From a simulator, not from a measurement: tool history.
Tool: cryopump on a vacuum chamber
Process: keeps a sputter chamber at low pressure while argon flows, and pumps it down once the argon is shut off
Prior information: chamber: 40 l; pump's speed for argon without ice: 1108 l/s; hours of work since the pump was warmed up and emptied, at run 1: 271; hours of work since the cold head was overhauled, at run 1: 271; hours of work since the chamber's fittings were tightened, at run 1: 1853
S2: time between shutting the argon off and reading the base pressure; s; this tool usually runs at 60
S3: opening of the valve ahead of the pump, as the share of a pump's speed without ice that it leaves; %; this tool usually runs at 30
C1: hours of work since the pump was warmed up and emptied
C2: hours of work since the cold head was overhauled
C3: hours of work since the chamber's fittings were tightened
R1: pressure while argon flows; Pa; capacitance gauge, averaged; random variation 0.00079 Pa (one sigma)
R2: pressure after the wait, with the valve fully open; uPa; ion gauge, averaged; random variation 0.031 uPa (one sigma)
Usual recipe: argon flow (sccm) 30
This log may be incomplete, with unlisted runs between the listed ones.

{"run": 1, "hour": 0.0, "argon flow (sccm)": 30, "S2": 60, "S3": 30, "C1": 271, "C2": 271, "C3": 1853, "R1": 0.1565, "R2": 2.29}
{"hour": 29.5, "done": "leaking fittings of the chamber tightened, without venting"}
{"run": 2, "hour": 79.7, "argon flow (sccm)": 30, "S2": 60, "S3": 30, "C1": 321, "C2": 321, "C3": 32, "R1": 0.1581, "R2": 1.66}
{"run": 3, "hour": 157.2, "argon flow (sccm)": 30, "S2": 60, "S3": 30, "C1": 371, "C2": 371, "C3": 82, "R1": 0.1597, "R2": 1.74}
{"run": 4, "hour": 202.4, "argon flow (sccm)": 30, "S2": 60, "S3": 40, "C1": 400, "C2": 400, "C3": 111, "R1": 0.122, "R2": 1.67}
{"run": 5, "hour": 243.4, "argon flow (sccm)": 30, "S2": 37, "S3": 30, "C1": 427, "C2": 427, "C3": 138, "R1": 0.161, "R2": 2.51}
{"run": 6, "hour": 315.7, "argon flow (sccm)": 30, "S2": 60, "S3": 30, "C1": 473, "C2": 473, "C3": 184, "R1": 0.1633, "R2": 1.69}
{"run": 7, "hour": 355.9, "argon flow (sccm)": 30, "S2": 93, "S3": 30, "C1": 499, "C2": 499, "C3": 210, "R1": 0.1616, "R2": 1.31}
{"run": 8, "hour": 412.0, "argon flow (sccm)": 30, "S2": 93, "S3": 30, "C1": 535, "C2": 535, "C3": 246, "R1": 0.1639, "R2": 1.28}
{"run": 9, "hour": 498.4, "argon flow (sccm)": 30, "S2": 93, "S3": 30, "C1": 591, "C2": 591, "C3": 302, "R1": 0.1643, "R2": 1.32}
{"run": 10, "hour": 584.2, "argon flow (sccm)": 30, "S2": 60, "S3": 30, "C1": 646, "C2": 646, "C3": 357, "R1": 0.1663, "R2": 1.8}
{"run": 11, "hour": 620.5, "argon flow (sccm)": 30, "S2": 60, "S3": 30, "C1": 669, "C2": 669, "C3": 380, "R1": 0.165, "R2": 1.84}
{"run": 12, "hour": 688.5, "argon flow (sccm)": 30, "S2": 60, "S3": 30, "C1": 713, "C2": 713, "C3": 424, "R1": 0.1679, "R2": 1.94}
{"run": 13, "hour": 740.5, "argon flow (sccm)": 30, "S2": 60, "S3": 30, "C1": 746, "C2": 746, "C3": 458, "R1": 0.1685, "R2": 1.85}
{"run": 14, "hour": 783.5, "argon flow (sccm)": 30, "S2": 60, "S3": 30, "C1": 774, "C2": 774, "C3": 485, "R1": 0.1711, "R2": 1.96}
{"run": 15, "hour": 832.5, "argon flow (sccm)": 30, "S2": 60, "S3": 30, "C1": 806, "C2": 806, "C3": 517, "R1": 0.1708, "R2": 2}
{"run": 16, "hour": 877.6, "argon flow (sccm)": 30, "S2": 60, "S3": 30, "C1": 835, "C2": 835, "C3": 546, "R1": 0.172, "R2": 1.99}
{"run": 17, "hour": 940.0, "argon flow (sccm)": 30, "S2": 60, "S3": 30, "C1": 875, "C2": 875, "C3": 586, "R1": 0.1748, "R2": 1.96}
{"run": 18, "hour": 980.0, "argon flow (sccm)": 30, "S2": 60, "S3": 30, "C1": 901, "C2": 901, "C3": 612, "R1": 0.1741, "R2": 2.04}
{"hour": 1063.3, "done": "pump warmed up, emptied and cooled again"}
{"run": 19, "hour": 1067.6, "argon flow (sccm)": 30, "S2": 60, "S3": 30, "C1": 3, "C2": 954, "C3": 665, "R1": 0.1538, "R2": 1.86}
{"run": 20, "hour": 1150.9, "argon flow (sccm)": 30, "S2": 60, "S3": 30, "C1": 56, "C2": 1007, "C3": 718, "R1": 0.1528, "R2": 1.87}
{"run": 21, "hour": 1193.7, "argon flow (sccm)": 14, "S2": 75, "S3": 17, "C1": 84, "C2": 1035, "C3": 746, "R1": 0.1274, "R2": 1.62}
{"run": 22, "hour": 1249.7, "argon flow (sccm)": 54, "S2": 24, "S3": 23, "C1": 120, "C2": 1071, "C3": 782, "R1": 0.3633, "R2": 3.77}
{"run": 23, "hour": 1291.0, "argon flow (sccm)": 33, "S2": 60, "S3": 15, "C1": 147, "C2": 1097, "C3": 809, "R1": 0.3415, "R2": 1.91}
{"run": 24, "hour": 1327.3, "argon flow (sccm)": 24, "S2": 21, "S3": 42, "C1": 170, "C2": 1121, "C3": 832, "R1": 0.0907, "R2": 4.31}
{"run": 25, "hour": 1388.1, "argon flow (sccm)": 24, "S2": 21, "S3": 42, "C1": 209, "C2": 1160, "C3": 871, "R1": 0.0915, "R2": 4.52}
{"run": 26, "hour": 1454.4, "argon flow (sccm)": 24, "S2": 21, "S3": 42, "C1": 252, "C2": 1203, "C3": 914, "R1": 0.0922, "R2": 4.56}
{"run": 27, "hour": 1500.3, "argon flow (sccm)": 17, "S2": 35, "S3": 17, "C1": 281, "C2": 1232, "C3": 943, "R1": 0.1553, "R2": 2.89}
{"run": 28, "hour": 1549.8, "argon flow (sccm)": 17, "S2": 35, "S3": 17, "C1": 313, "C2": 1264, "C3": 975, "R1": 0.1563, "R2": 3}
{"run": 29, "hour": 1589.6, "argon flow (sccm)": 32, "S2": 26, "S3": 28, "C1": 339, "C2": 1290, "C3": 1001, "R1": 0.1828, "R2": 3.71}
{"run": 30, "hour": 1666.4, "argon flow (sccm)": 30, "S2": 188, "S3": 30, "C1": 388, "C2": 1339, "C3": 1050, "R1": 0.1622, "R2": 1.16}
{"run": 31, "hour": 1711.1, "argon flow (sccm)": 30, "S2": 60, "S3": 30, "C1": 417, "C2": 1368, "C3": 1079, "R1": 0.1618, "R2": 2.1}
{"run": 32, "hour": 1794.8, "argon flow (sccm)": 12, "S2": 60, "S3": 36, "C1": 471, "C2": 1422, "C3": 1133, "R1": 0.0556, "R2": 2.11}
{"run": 33, "hour": 1834.0, "argon flow (sccm)": 12, "S2": 60, "S3": 36, "C1": 496, "C2": 1447, "C3": 1158, "R1": 0.0552, "R2": 2.15}
{"run": 34, "hour": 1902.5, "argon flow (sccm)": 26, "S2": 119, "S3": 26, "C1": 540, "C2": 1491, "C3": 1202, "R1": 0.1644, "R2": 1.47}
{"run": 35, "hour": 1959.2, "argon flow (sccm)": 13, "S2": 120, "S3": 26, "C1": 577, "C2": 1528, "C3": 1239, "R1": 0.0824, "R2": 1.52}

What if the next run were any one of these 3? Each begins from the tool's condition after run 35:
{"run": "A", "hour": 2032.2, "argon flow (sccm)": 35, "S2": 60, "S3": 30, "C1": 624, "C2": 1575, "C3": 1286, "R1": "?", "R2": "?"}
{"run": "B", "hour": 2032.2, "argon flow (sccm)": 25, "S2": 94, "S3": 39, "C1": 624, "C2": 1575, "C3": 1286, "R1": "?", "R2": "?"}
{"run": "C", "hour": 2032.2, "argon flow (sccm)": 13, "S2": 214, "S3": 57, "C1": 624, "C2": 1575, "C3": 1286, "R1": "?", "R2": "?"}

run=A R1=0.1948 R2=2.2
run=B R1=0.1096 R2=1.73
run=C R1=0.0408 R2=1.17
Had the tool no hidden state, the same runs would have come out as:
run=A R1=0.1777 R2=1.59
run=B R1=0.0974 R2=1.13
run=C R1=0.0345 R2=0.58
